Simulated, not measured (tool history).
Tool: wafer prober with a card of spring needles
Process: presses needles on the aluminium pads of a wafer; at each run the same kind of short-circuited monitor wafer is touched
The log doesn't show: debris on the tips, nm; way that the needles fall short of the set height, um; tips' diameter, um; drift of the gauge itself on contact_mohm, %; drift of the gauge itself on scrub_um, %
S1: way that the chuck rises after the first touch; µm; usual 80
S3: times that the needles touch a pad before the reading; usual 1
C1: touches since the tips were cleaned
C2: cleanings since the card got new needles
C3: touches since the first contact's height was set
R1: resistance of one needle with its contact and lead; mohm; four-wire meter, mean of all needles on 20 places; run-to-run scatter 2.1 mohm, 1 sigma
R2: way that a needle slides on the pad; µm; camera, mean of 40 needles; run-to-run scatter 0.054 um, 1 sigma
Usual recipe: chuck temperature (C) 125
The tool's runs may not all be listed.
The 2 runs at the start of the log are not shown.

At day 0.942: tips cleaned on abrasive film.
Run 3, day 1.088: usual settings but S1 79 µm; C1 1239; C2 37; C3 42056. Result: R1 251 mohm, R2 14.70 µm.
At day 1.558: tips cleaned on abrasive film.
Run 4, day 1.596: usual settings but S1 79 µm; C1 334; C2 38; C3 46410. Result: R1 240 mohm, R2 14.57 µm.
Run 5, day 1.917: usual settings but S1 79 µm; C1 3090; C2 38; C3 49166. Result: R1 262 mohm, R2 14.64 µm.
At day 2.192: tips cleaned on abrasive film.
Run 6, day 2.508: usual settings; C1 2735; C2 39; C3 54203. Result: R1 256 mohm, R2 14.73 µm.
At day 2.817: tips cleaned on abrasive film.
Run 7, day 2.896: usual settings; C1 704; C2 40; C3 57503. Result: R1 248 mohm, R2 14.65 µm.
Run 8, day 3.388: usual settings; C1 4912; C2 40; C3 61711. Result: R1 273 mohm, R2 14.72 µm.
At day 3.442: tips cleaned on abrasive film.
Run 9, day 3.758: usual settings but chuck temperature (C) 66; C1 2734; C2 41; C3 64865. Result: R1 253 mohm, R2 14.70 µm.
At day 4.046: tips cleaned on abrasive film.
Run 10, day 4.312: usual settings but chuck temperature (C) 66; C1 2286; C2 42; C3 69600. Result: R1 246 mohm, R2 14.73 µm.
At day 4.667: tips cleaned on abrasive film.
Run 11, day 4.750: usual settings but chuck temperature (C) 66; C1 696; C2 43; C3 73312. Result: R1 227 mohm, R2 14.71 µm.
Run 12, day 5.108: usual settings but chuck temperature (C) 66; C1 3776; C2 43; C3 76392. Result: R1 256 mohm, R2 14.66 µm.
At day 5.300: tips cleaned on abrasive film.
Run 13, day 5.600: usual settings but chuck temperature (C) 66; C1 2585; C2 44; C3 80603. Result: R1 251 mohm, R2 14.70 µm.
At day 5.925: tips cleaned on abrasive film.
Run 14, day 6.288: usual settings; C1 3118; C2 45; C3 86455. Result: R1 266 mohm, R2 14.63 µm.
At day 6.338: height of the first contact set anew.
At day 6.588: tips cleaned on abrasive film.
Run 15, day 6.725: usual settings but S1 75 µm; C1 1195; C2 46; C3 3282. Result: R1 253 mohm, R2 13.63 µm.
At day 7.212: tips cleaned on abrasive film.
Run 16, day 7.371: usual settings but S1 75 µm; C1 1344; C2 47; C3 8789. Result: R1 252 mohm, R2 13.57 µm.
At day 7.846: tips cleaned on abrasive film.
At day 7.946: height of the first contact set anew, once more.
Run 17, day 7.967: usual settings but S1 75 µm; C1 937; C2 48; C3 178. Result: R1 248 mohm, R2 14.01 µm.
At day 8.467: tips cleaned on abrasive film.
Run 18, day 8.600: usual settings but S1 90 µm, chuck temperature (C) 123; C1 1149; C2 49; C3 5590. Result: R1 247 mohm, R2 16.78 µm.
Run 19, day 8.958: usual settings but S1 90 µm, chuck temperature (C) 123; C1 4224; C2 49; C3 8665. Result: R1 261 mohm, R2 16.67 µm.
At day 9.075: tips cleaned on abrasive film.
Run 20, day 9.283: usual settings but S1 83 µm, chuck temperature (C) 32, S3 2; C1 1780; C2 50; C3 11408. Result: R1 230 mohm, R2 15.49 µm.
Run 21, day 9.575: usual settings but S1 95 µm, chuck temperature (C) 27; C1 4283; C2 50; C3 13911. Result: R1 242 mohm, R2 17.66 µm.
At day 9.708: tips cleaned on abrasive film.
Run 22, day 10.150: usual settings but S1 70 µm, chuck temperature (C) 64, S3 3; C1 3806; C2 51; C3 18824. Result: R1 236 mohm, R2 12.99 µm.

Run 23 comes next. What will it give?
At day 10.329: tips cleaned on abrasive film.
Run 23, day 10.608: usual settings but S1 77 µm; C1 2394; C2 52; C3 22720. Result: R1 ?, R2 ?.

Run 23 came out at R1 257 mohm, R2 14.38 µm.
On a tool with no hidden condition, and with the same random variation, this run would have come out at R1 232 mohm, R2 14.43 µm.
